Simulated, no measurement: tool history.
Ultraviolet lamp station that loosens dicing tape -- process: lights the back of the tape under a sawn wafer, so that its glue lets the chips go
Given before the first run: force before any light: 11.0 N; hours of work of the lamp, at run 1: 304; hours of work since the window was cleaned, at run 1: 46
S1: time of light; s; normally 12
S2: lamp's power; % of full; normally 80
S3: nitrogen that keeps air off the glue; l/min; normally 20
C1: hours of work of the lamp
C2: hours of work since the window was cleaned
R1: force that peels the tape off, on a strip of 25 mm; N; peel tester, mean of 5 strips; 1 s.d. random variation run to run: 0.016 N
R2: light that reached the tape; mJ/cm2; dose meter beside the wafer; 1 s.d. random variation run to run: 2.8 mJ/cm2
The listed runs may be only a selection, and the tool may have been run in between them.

run	hour	S1	S2	S3	C1	C2	R1	R2
1	0.0	12	80	20	304	46	0.896	348
2	24.4	12	80	20	321	63	0.894	354
3	48.1	12	80	20	338	81	0.920	353
4	71.6	13	80	20	355	98	0.752	383
5	96.0	13	80	20	373	115	0.779	373
6	110.2	7	80	20	383	126	2.383	204
7	135.3	7	80	13	402	144	3.022	201
8	148.5	12	80	20	411	153	0.940	352
9	173.4	12	80	20	429	171	0.939	343
10	194.0	12	80	20	444	186	0.956	341
11	215.9	12	80	20	460	202	0.984	344
12	228.3	12	80	20	469	211	0.929	336
13	253.4	12	80	20	487	229	0.978	336
14	265.8	12	80	20	496	238	0.970	337
15	278.9	12	80	20	506	248	0.996	336
16	303.2	12	80	20	523	266	1.043	337
17	316.8	12	80	20	533	275	0.974	330
18	336.3	12	77	8	547	290	2.094	323
19	363.3	12	77	8	567	309	2.099	318
20	388.5	12	77	8	585	327	2.196	317
21	408.0	16	91	26	599	342	0.329	500
22	421.8	16	72	29	609	352	0.546	396
23	447.7	23	88	17	628	370	0.270	678
24	461.8	12	94	10	638	381	1.309	381
25	484.4	12	63	10	655	397	2.612	254
26	505.0	12	63	10	670	412	2.686	256
27	520.8	12	63	10	681	423	2.711	253
28	547.8	12	62	10	701	443	2.638	252
# hour 573.1: window cleaned of glue's vapour
29	573.2	12	70	8	719	0	2.447	296
30	592.4	12	70	36	733	14	0.892	293

Run 31 is up next; what results do you expect?
31	615.7	12	70	36	750	31	?	?

Run 31 measured R1 0.909 N, R2 293 mJ/cm2.
Minus the tool's unlogged condition, the same run would have read R1 0.674 N, R2 335 mJ/cm2.
